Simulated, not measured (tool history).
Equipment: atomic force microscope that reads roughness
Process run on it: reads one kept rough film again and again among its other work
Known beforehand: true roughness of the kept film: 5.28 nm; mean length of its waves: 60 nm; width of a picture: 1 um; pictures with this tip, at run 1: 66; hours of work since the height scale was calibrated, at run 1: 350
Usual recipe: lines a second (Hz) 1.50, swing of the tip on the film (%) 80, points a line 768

| run | day | lines a second (Hz) | swing of the tip on the film (%) | points a line | pictures with this tip | hours of work since the height scale was calibrated | roughness of the kept film (nm (root mean square)) |
|---|---|---|---|---|---|---|---|
| 1 | 0.000 | 1.50 | 80 | 768 | 66 | 350 | 4.322 |
| 2 | 0.346 | 1.50 | 80 | 768 | 80 | 355 | 4.365 |
| 3 | 0.692 | 1.50 | 80 | 768 | 94 | 360 | 4.351 |
| 4 | 1.204 | 1.50 | 80 | 768 | 115 | 368 | 4.343 |
| 5 | 1.683 | 1.50 | 80 | 768 | 134 | 374 | 4.343 |
| 6 | 2.025 | 1.50 | 80 | 768 | 148 | 379 | 4.335 |
| 7 | 2.496 | 1.50 | 80 | 768 | 167 | 386 | 4.356 |
| 8 | 2.912 | 2.13 | 80 | 768 | 184 | 392 | 4.130 |
| 9 | 3.229 | 1.50 | 65 | 768 | 197 | 396 | 4.677 |
| 10 | 3.562 | 1.50 | 65 | 768 | 210 | 401 | 4.680 |
| 11 | 4.104 | 1.50 | 65 | 768 | 232 | 409 | 4.643 |
|  | 4.633 | new tip fitted |
| 12 | 4.771 | 1.50 | 65 | 768 | 6 | 418 | 4.669 |
| 13 | 5.338 | 1.50 | 80 | 768 | 29 | 426 | 4.334 |
| 14 | 5.946 | 1.50 | 80 | 768 | 53 | 435 | 4.351 |
| 15 | 6.467 | 1.50 | 80 | 768 | 75 | 442 | 4.373 |
| 16 | 6.838 | 1.50 | 80 | 768 | 90 | 447 | 4.359 |
| 17 | 7.354 | 1.50 | 80 | 768 | 111 | 455 | 4.354 |
| 18 | 7.671 | 1.50 | 80 | 768 | 123 | 459 | 4.368 |
| 19 | 8.300 | 1.50 | 80 | 768 | 149 | 468 | 4.334 |
| 20 | 8.738 | 0.66 | 80 | 768 | 167 | 474 | 4.661 |
| 21 | 9.271 | 0.66 | 80 | 768 | 188 | 482 | 4.664 |
| 22 | 9.900 | 1.50 | 80 | 638 | 214 | 491 | 4.314 |
| 23 | 10.317 | 1.50 | 80 | 638 | 231 | 497 | 4.345 |
| 24 | 10.808 | 1.50 | 80 | 638 | 251 | 504 | 4.358 |
|  | 10.875 | new tip fitted |
| 25 | 11.483 | 1.50 | 80 | 991 | 24 | 513 | 4.390 |
| 26 | 11.950 | 1.50 | 80 | 502 | 43 | 520 | 4.325 |
| 27 | 12.304 | 3.24 | 80 | 768 | 58 | 525 | 3.786 |
| 28 | 12.950 | 3.24 | 80 | 768 | 84 | 534 | 3.770 |
| 29 | 13.254 | 0.67 | 80 | 359 | 96 | 538 | 4.620 |
| 30 | 13.608 | 0.50 | 70 | 412 | 111 | 543 | 4.838 |
| 31 | 14.229 | 0.50 | 70 | 412 | 136 | 552 | 4.870 |
| 32 | 14.833 | 0.63 | 57 | 318 | 160 | 561 | 4.875 |
| 33 | 15.525 | 1.00 | 63 | 318 | 189 | 571 | 4.780 |
| 34 | 15.917 | 0.95 | 59 | 768 | 204 | 576 | 4.864 |
| 35 | 16.358 | 0.95 | 59 | 768 | 222 | 583 | 4.848 |
| 36 | 16.775 | 1.50 | 60 | 381 | 239 | 588 | 4.729 |
|  | 17.150 | new tip fitted |
| 37 | 17.225 | 1.09 | 80 | 768 | 3 | 595 | 4.517 |
| 38 | 17.542 | 1.09 | 80 | 768 | 16 | 599 | 4.541 |
| 39 | 17.983 | 2.49 | 72 | 768 | 34 | 605 | 4.318 |
| 40 | 18.329 | 1.48 | 80 | 316 | 48 | 610 | 4.368 |
| 41 | 18.771 | 1.48 | 80 | 316 | 66 | 617 | 4.334 |
| 42 | 19.317 | 2.04 | 65 | 725 | 88 | 624 | 4.586 |
| 43 | 19.604 | 2.04 | 65 | 725 | 99 | 628 | 4.563 |
| 44 | 20.112 | 1.68 | 60 | 991 | 120 | 636 | 4.733 |
| 45 | 20.504 | 1.50 | 80 | 575 | 136 | 641 | 4.346 |
| 46 | 20.812 | 1.16 | 66 | 465 | 149 | 646 | 4.741 |
| 47 | 21.471 | 2.90 | 80 | 948 | 175 | 655 | 3.851 |
| 48 | 21.788 | 1.85 | 80 | 768 | 188 | 660 | 4.212 |
| 49 | 22.238 | 0.81 | 82 | 295 | 206 | 666 | 4.583 |

Branching from run 49: 5 alternative next runs. What would each branch give?
| A | 22.621 | 0.81 | 61 | 295 | 222 | 671 | ? |
| B | 22.621 | 3.99 | 82 | 319 | 222 | 671 | ? |
| C | 22.621 | 2.77 | 75 | 603 | 222 | 671 | ? |
| D | 22.621 | 0.81 | 82 | 689 | 222 | 671 | ? |
| E | 22.621 | 2.31 | 76 | 382 | 222 | 671 | ? |

| run | roughness of the kept film (nm (root mean square)) |
|---|---|
| A | 4.835 |
| B | 3.474 |
| C | 4.121 |
| D | 4.570 |
| E | 4.192 |
Without the tool's unlogged condition, the same runs would have read:
| run | roughness of the kept film (nm (root mean square)) |
|---|---|
| A | 4.849 |
| B | 3.485 |
| C | 4.133 |
| D | 4.584 |
| E | 4.204 |
